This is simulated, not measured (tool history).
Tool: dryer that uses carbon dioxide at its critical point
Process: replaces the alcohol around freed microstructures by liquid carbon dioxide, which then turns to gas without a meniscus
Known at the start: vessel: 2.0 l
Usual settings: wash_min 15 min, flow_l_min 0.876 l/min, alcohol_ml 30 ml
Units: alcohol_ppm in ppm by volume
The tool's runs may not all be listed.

| run | hour | wash_min | flow_l_min | alcohol_ml | alcohol_ppm |
|---|---|---|---|---|---|
| 1 | 0 | 15 | 0.876 | 30 | 101 |
| 2 | 9.1 | 15 | 0.876 | 30 | 100 |
| 3 | 14.7 | 15 | 0.876 | 30 | 111 |
| 4 | 26.3 | 15 | 0.876 | 30 | 115 |
| 5 | 34.7 | 17 | 0.876 | 30 | 70 |
| 6 | 43.7 | 15 | 0.876 | 30 | 111 |
| 7 | 53.7 | 15 | 0.876 | 30 | 119 |
| 8 | 63.8 | 15 | 0.876 | 30 | 121 |
| 9 | 70.5 | 15 | 0.876 | 30 | 134 |
| 10 | 81.6 | 15 | 0.876 | 30 | 122 |
| 11 | 87.2 | 15 | 0.876 | 30 | 128 |
| 12 | 92.2 | 15 | 1.034 | 30 | 80 |
| 13 | 99.9 | 15 | 1.034 | 30 | 83 |
| 14 | 111.3 | 15 | 0.876 | 30 | 130 |
| 15 | 121.8 | 15 | 0.876 | 30 | 128 |
| 16 | 129.5 | 15 | 0.876 | 30 | 132 |
| 17 | 141.3 | 15 | 0.876 | 104 | 345 |
| 18 | 147.4 | 15 | 0.774 | 104 | 620 |
| 19 | 156.2 | 15 | 0.774 | 104 | 628 |
| 20 | 165.3 | 15 | 0.774 | 62 | 410 |
| 21 | 175.5 | 11 | 0.876 | 30 | 418 |
| 22 | 186.3 | 11 | 0.876 | 30 | 419 |
| 23 | 195.7 | 15 | 0.876 | 30 | 147 |
| 24 | 206.1 | 15 | 0.876 | 30 | 153 |
| 25 | 214.1 | 20 | 0.698 | 63 | 201 |
| 26 | 219.7 | 12 | 0.876 | 30 | 335 |
| 27 | 225.7 | 12 | 0.876 | 30 | 337 |
|  | 232.4 | inlet filter changed |
| 28 | 232.4 | 15 | 1.37 | 30 | 62 |
| 29 | 239.3 | 18 | 0.672 | 26 | 111 |
| 30 | 247 | 18 | 0.672 | 26 | 113 |
| 31 | 255.1 | 15 | 1.043 | 30 | 63 |
| 32 | 261.4 | 17 | 0.876 | 119 | 131 |
| 33 | 266.3 | 15 | 0.8 | 21 | 102 |
| 34 | 277.6 | 16 | 0.8 | 21 | 92 |
| 35 | 282.8 | 22 | 1.041 | 112 | 61 |

The next listed run, before its measurement:
| 36 | 294.6 | 13 | 0.815 | 26 | ? |

{"run 36": {"alcohol_ppm": 168}}
Without the tool's hidden state the same run would have given alcohol_ppm 104 ppm by volume.
